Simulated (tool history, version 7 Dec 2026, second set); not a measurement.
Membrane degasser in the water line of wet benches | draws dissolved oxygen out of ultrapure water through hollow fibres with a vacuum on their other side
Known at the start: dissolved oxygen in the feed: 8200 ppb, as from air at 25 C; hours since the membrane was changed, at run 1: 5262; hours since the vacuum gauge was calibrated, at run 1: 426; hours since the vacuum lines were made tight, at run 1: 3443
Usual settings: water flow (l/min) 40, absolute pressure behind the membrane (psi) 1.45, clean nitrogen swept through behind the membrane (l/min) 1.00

run	hour	water flow (l/min)	absolute pressure behind the membrane (psi)	clean nitrogen swept through behind the membrane (l/min)	hours since the membrane was changed	hours since the vacuum gauge was calibrated	hours since the vacuum lines were made tight	dissolved oxygen in the water behind the degasser (ppb)	pressure that the water loses in the fibres (psi)
1	0.0	40	1.45	1.00	5262	426	3443	523.3	4.315
2	120.2	36	1.45	1.00	5382	546	3563	479.6	3.868
3	299.6	40	1.45	1.00	5561	725	3743	521.6	4.279
4	462.6	40	1.45	1.00	5724	888	3906	521.5	4.266
5	641.9	40	1.45	1.00	5904	1068	4085	519.6	4.305
6	737.8	40	1.45	1.00	6000	1163	4181	521.4	4.270
7	880.5	52	1.77	0.65	6142	1306	4324	1090.5	5.564
8	1014.5	52	1.77	0.65	6276	1440	4458	1097.0	5.593
9	1116.2	52	1.77	0.65	6378	1542	4559	1092.1	5.610
10	1209.2	52	1.77	0.65	6471	1635	4652	1092.9	5.596
11	1327.1	35	1.84	2.24	6589	1753	4770	327.1	3.784

The next listed run, before its measurement:
12	1467.7	40	1.39	1.00	6730	1893	4911	?	?

Run 12 gave dissolved oxygen in the water behind the degasser (ppb) 489.7, pressure that the water loses in the fibres (psi) 4.292.
Without the tool's hidden state the same run would have given dissolved oxygen in the water behind the degasser (ppb) 492.6, pressure that the water loses in the fibres (psi) 4.287.
